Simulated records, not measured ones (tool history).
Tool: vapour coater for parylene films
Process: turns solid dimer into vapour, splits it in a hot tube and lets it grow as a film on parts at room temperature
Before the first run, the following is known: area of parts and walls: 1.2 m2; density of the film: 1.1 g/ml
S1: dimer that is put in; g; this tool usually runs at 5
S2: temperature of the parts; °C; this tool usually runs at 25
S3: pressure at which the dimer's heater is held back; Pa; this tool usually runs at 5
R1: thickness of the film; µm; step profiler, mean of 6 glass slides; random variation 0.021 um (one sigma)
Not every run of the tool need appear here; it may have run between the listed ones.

run   hour  S1  S2     S3    R1
  1      0   5  25      5   2.8
  2   21.7   5  36      5  1.69
  3     44   5  19      5  3.65
  4   68.2   5  19      5  3.66
  5   95.8   5  19      5  3.69
  6  116.5   5  25      5  2.83
  7  133.5   5  25      5  2.79
  8  161.5   5  25      5  2.79
  9  186.8   5  25      5  2.77
 10    219   5  25      5  2.76
 11  239.8   5  25      5  2.76
 12  256.7   5  25      5  2.74
 13  283.1   5  35      5  1.75
 14  300.5   6  25      5  3.28
 15  320.5   6  25      5  3.31
 16  339.1   3  22      5  1.88
 17  365.1   2  32      5   0.8
 18  390.4   5  30  11.98  1.77
 19  417.4   2  29   2.09   1.1
 20  441.3   5  23   6.67  2.82
 21  473.6   5  23   6.67  2.78
 22  503.3   5  23   6.67  2.78
 23  517.3   5  23   6.67  2.77
 24  542.6   3  23   2.78  2.06
 25  562.5   8  23      5  4.76
 26  587.1   5  20    5.3  3.35
 27  612.2   5  20    5.3  3.33
 28  630.7   5  20    5.3  3.34
 29    657   5  20    5.3   3.3

Each row is a separate what-if for the run after 29, all from the same tool condition, not one after another. Results?
  A  676.4   3  36   5.3   ?
  B  676.4   6  32  3.53   ?
  C  676.4   6  25     5   ?
  D  676.4   2  17  4.85   ?

run    R1
  A  0.97
  B  2.52
  C   3.2
  D  1.42
Stripped of hidden state, with their random variation kept, the same runs would have yielded:
run    R1
  A  1.02
  B  2.66
  C  3.38
  D  1.49

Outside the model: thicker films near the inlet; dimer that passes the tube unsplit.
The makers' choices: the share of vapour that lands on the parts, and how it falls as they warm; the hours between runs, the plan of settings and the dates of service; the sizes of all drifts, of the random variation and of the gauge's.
